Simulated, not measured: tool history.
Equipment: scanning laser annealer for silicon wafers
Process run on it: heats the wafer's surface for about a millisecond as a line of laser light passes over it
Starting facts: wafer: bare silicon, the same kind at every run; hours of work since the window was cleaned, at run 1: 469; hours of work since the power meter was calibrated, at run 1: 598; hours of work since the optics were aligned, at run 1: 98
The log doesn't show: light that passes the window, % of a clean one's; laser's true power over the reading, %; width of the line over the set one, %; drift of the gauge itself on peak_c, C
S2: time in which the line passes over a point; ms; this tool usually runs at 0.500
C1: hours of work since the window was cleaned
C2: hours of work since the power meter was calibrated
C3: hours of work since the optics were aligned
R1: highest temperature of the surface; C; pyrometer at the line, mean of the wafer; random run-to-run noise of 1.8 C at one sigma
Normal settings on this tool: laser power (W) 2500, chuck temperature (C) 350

{"run": 1, "hour": 0.0, "laser power (W)": 2500, "S2": 0.5, "chuck temperature (C)": 350, "C1": 469, "C2": 598, "C3": 98, "R1": 1059}
{"run": 2, "hour": 30.1, "laser power (W)": 2500, "S2": 0.5, "chuck temperature (C)": 350, "C1": 486, "C2": 614, "C3": 114, "R1": 1059}
{"run": 3, "hour": 56.3, "laser power (W)": 2500, "S2": 0.5, "chuck temperature (C)": 347, "C1": 500, "C2": 629, "C3": 129, "R1": 1059}
{"run": 4, "hour": 75.9, "laser power (W)": 2500, "S2": 0.5, "chuck temperature (C)": 347, "C1": 511, "C2": 640, "C3": 140, "R1": 1059}
{"run": 5, "hour": 99.0, "laser power (W)": 2500, "S2": 0.5, "chuck temperature (C)": 347, "C1": 524, "C2": 653, "C3": 153, "R1": 1057}
{"run": 6, "hour": 112.1, "laser power (W)": 2500, "S2": 0.5, "chuck temperature (C)": 386, "C1": 531, "C2": 660, "C3": 160, "R1": 1094}
{"run": 7, "hour": 136.5, "laser power (W)": 2500, "S2": 0.5, "chuck temperature (C)": 361, "C1": 544, "C2": 673, "C3": 173, "R1": 1068}
{"run": 8, "hour": 153.9, "laser power (W)": 2500, "S2": 0.5, "chuck temperature (C)": 361, "C1": 554, "C2": 683, "C3": 183, "R1": 1071}
{"run": 9, "hour": 173.1, "laser power (W)": 2500, "S2": 0.5, "chuck temperature (C)": 350, "C1": 565, "C2": 694, "C3": 194, "R1": 1059}
{"run": 10, "hour": 202.5, "laser power (W)": 2500, "S2": 0.5, "chuck temperature (C)": 350, "C1": 581, "C2": 710, "C3": 210, "R1": 1059}
{"run": 11, "hour": 227.3, "laser power (W)": 2500, "S2": 0.5, "chuck temperature (C)": 350, "C1": 595, "C2": 724, "C3": 224, "R1": 1059}
{"run": 12, "hour": 248.9, "laser power (W)": 2572, "S2": 0.5, "chuck temperature (C)": 388, "C1": 607, "C2": 736, "C3": 236, "R1": 1111}
{"run": 13, "hour": 271.9, "laser power (W)": 2572, "S2": 0.5, "chuck temperature (C)": 388, "C1": 619, "C2": 748, "C3": 248, "R1": 1120}

Run 14 is up next; what results do you expect?
{"run": 14, "hour": 292.6, "laser power (W)": 2554, "S2": 0.531, "chuck temperature (C)": 355, "C1": 631, "C2": 760, "C3": 260, "R1": "?"}

Run 14 gave R1 1096 C.
Without the tool's hidden state the same run would have given R1 1117 C.
